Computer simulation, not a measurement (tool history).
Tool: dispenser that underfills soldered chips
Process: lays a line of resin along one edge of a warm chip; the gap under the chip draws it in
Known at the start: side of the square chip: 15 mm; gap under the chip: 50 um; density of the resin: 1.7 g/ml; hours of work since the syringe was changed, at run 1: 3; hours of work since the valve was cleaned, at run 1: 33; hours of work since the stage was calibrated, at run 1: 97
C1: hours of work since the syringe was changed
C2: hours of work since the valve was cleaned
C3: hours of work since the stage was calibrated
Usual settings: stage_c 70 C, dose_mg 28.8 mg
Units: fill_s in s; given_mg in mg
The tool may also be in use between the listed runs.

Run 1, hour 0.0: usual settings; C1 3; C2 33; C3 97. Result: fill_s 183.2 s, given_mg 28.34 mg.
At hour 8.7: new syringe of resin.
Run 2, hour 9.8: usual settings but dose_mg 28.4 mg; C1 1; C2 39; C3 103. Result: fill_s 150.8 s, given_mg 27.88 mg.
Run 3, hour 21.0: usual settings; C1 8; C2 46; C3 110. Result: fill_s 257.6 s, given_mg 28.15 mg.
At hour 22.8: new syringe of resin.
Run 4, hour 29.1: usual settings; C1 4; C2 51; C3 115. Result: fill_s 193.8 s, given_mg 28.09 mg.
At hour 31.8: dispensing valve cleaned and set on the balance.
Run 5, hour 35.1: usual settings; C1 7; C2 2; C3 118. Result: fill_s 238.6 s, given_mg 28.70 mg.
At hour 37.4: new syringe of resin.
Run 6, hour 44.2: usual settings; C1 4; C2 8; C3 124. Result: fill_s 195.3 s, given_mg 28.58 mg.
Run 7, hour 49.6: usual settings; C1 8; C2 11; C3 127. Result: fill_s 254.2 s, given_mg 28.70 mg.
At hour 51.3: new syringe of resin.
Run 8, hour 56.8: usual settings but stage_c 72 C; C1 3; C2 15; C3 132. Result: fill_s 173.1 s, given_mg 28.58 mg.
Run 9, hour 63.5: usual settings but dose_mg 26.2 mg; C1 8; C2 20; C3 136. Result: fill_s 257.3 s, given_mg 25.95 mg.
At hour 65.5: new syringe of resin.
Run 10, hour 75.9: usual settings but dose_mg 26.2 mg; C1 7; C2 27; C3 144. Result: fill_s 243.2 s, given_mg 25.72 mg.
At hour 79.6: new syringe of resin.
Run 11, hour 88.0: usual settings but dose_mg 26.2 mg; C1 5; C2 35; C3 151. Result: fill_s 213.2 s, given_mg 25.70 mg.
At hour 93.1: new syringe of resin.
Run 12, hour 94.3: usual settings but dose_mg 26.2 mg; C1 1; C2 39; C3 155. Result: fill_s 155.9 s, given_mg 25.62 mg.
Run 13, hour 102.7: usual settings but dose_mg 26.2 mg; C1 6; C2 44; C3 160. Result: fill_s 228.1 s, given_mg 25.53 mg.
At hour 106.6: new syringe of resin.
Run 14, hour 110.3: usual settings but stage_c 74 C, dose_mg 26.2 mg; C1 2; C2 49; C3 165. Result: fill_s 151.4 s, given_mg 25.51 mg.
At hour 115.4: dispensing valve cleaned and set on the balance.
Run 15, hour 118.5: usual settings but stage_c 56 C, dose_mg 27.0 mg; C1 7; C2 2; C3 169. Result: fill_s 406.2 s, given_mg 26.93 mg.
At hour 121.1: new syringe of resin.
Run 16, hour 130.5: usual settings but stage_c 56 C, dose_mg 27.0 mg; C1 6; C2 9; C3 177. Result: fill_s 372.4 s, given_mg 26.86 mg.
At hour 135.1: new syringe of resin.
Run 17, hour 138.3: usual settings but stage_c 57 C; C1 2; C2 14; C3 182. Result: fill_s 267.6 s, given_mg 28.39 mg.
Run 18, hour 147.7: usual settings but stage_c 78 C, dose_mg 25.7 mg; C1 8; C2 20; C3 188. Result: fill_s 197.7 s, given_mg 25.48 mg.
At hour 148.7: new syringe of resin.
Run 19, hour 157.3: usual settings but stage_c 63 C, dose_mg 30.2 mg; C1 5; C2 26; C3 193. Result: fill_s 268.7 s, given_mg 29.73 mg.
At hour 162.5: new syringe of resin.
Run 20, hour 168.1: usual settings but stage_c 63 C, dose_mg 30.2 mg; C1 4; C2 33; C3 200. Result: fill_s 233.4 s, given_mg 29.46 mg.
At hour 176.2: new syringe of resin.
Run 21, hour 179.8: usual settings but stage_c 58 C, dose_mg 32.5 mg; C1 2; C2 40; C3 207. Result: fill_s 264.3 s, given_mg 31.93 mg.
At hour 189.7: new syringe of resin.
Run 22, hour 189.7: usual settings but stage_c 58 C, dose_mg 32.5 mg; C1 0; C2 46; C3 213. Result: fill_s 216.3 s, given_mg 31.47 mg.
Run 23, hour 195.8: usual settings but stage_c 62 C, dose_mg 26.7 mg; C1 4; C2 50; C3 217. Result: fill_s 259.1 s, given_mg 26.01 mg.
At hour 199.0: dispensing valve cleaned and set on the balance.
At hour 205.1: new syringe of resin.
Run 24, hour 206.5: usual settings but stage_c 81 C, dose_mg 29.7 mg; C1 1; C2 5; C3 223. Result: fill_s 103.6 s, given_mg 29.59 mg.
At hour 218.6: new syringe of resin.
Run 25, hour 218.6: usual settings but stage_c 61 C, dose_mg 29.5 mg; C1 0; C2 12; C3 231. Result: fill_s 191.7 s, given_mg 29.39 mg.
Run 26, hour 223.8: usual settings but stage_c 65 C, dose_mg 35.5 mg; C1 3; C2 15; C3 234. Result: fill_s 207.3 s, given_mg 35.23 mg.
Run 27, hour 231.2: usual settings but stage_c 65 C, dose_mg 35.5 mg; C1 8; C2 20; C3 239. Result: fill_s 289.8 s, given_mg 35.04 mg.

Forecast each of these 3 alternatives for the next run:
At hour 233.0: new syringe of resin.
Run A, hour 239.3: usual settings but stage_c 56 C, dose_mg 25.7 mg; C1 4; C2 25; C3 244. Result: fill_s ?, given_mg ?.
At hour 233.0: new syringe of resin.
Run B, hour 239.3: usual settings but stage_c 65 C, dose_mg 33.1 mg; C1 4; C2 25; C3 244. Result: fill_s ?, given_mg ?.
At hour 233.0: new syringe of resin.
Run C, hour 239.3: usual settings but stage_c 76 C, dose_mg 24.6 mg; C1 4; C2 25; C3 244. Result: fill_s ?, given_mg ?.

run  fill_s  given_mg
  A   324.9     25.41
  B   219.7     32.77
  C   159.8     24.31
Without the tool's hidden state the same runs would have given:
run  fill_s  given_mg
  A   256.3     25.75
  B   173.2     33.20
  C   125.1     24.63

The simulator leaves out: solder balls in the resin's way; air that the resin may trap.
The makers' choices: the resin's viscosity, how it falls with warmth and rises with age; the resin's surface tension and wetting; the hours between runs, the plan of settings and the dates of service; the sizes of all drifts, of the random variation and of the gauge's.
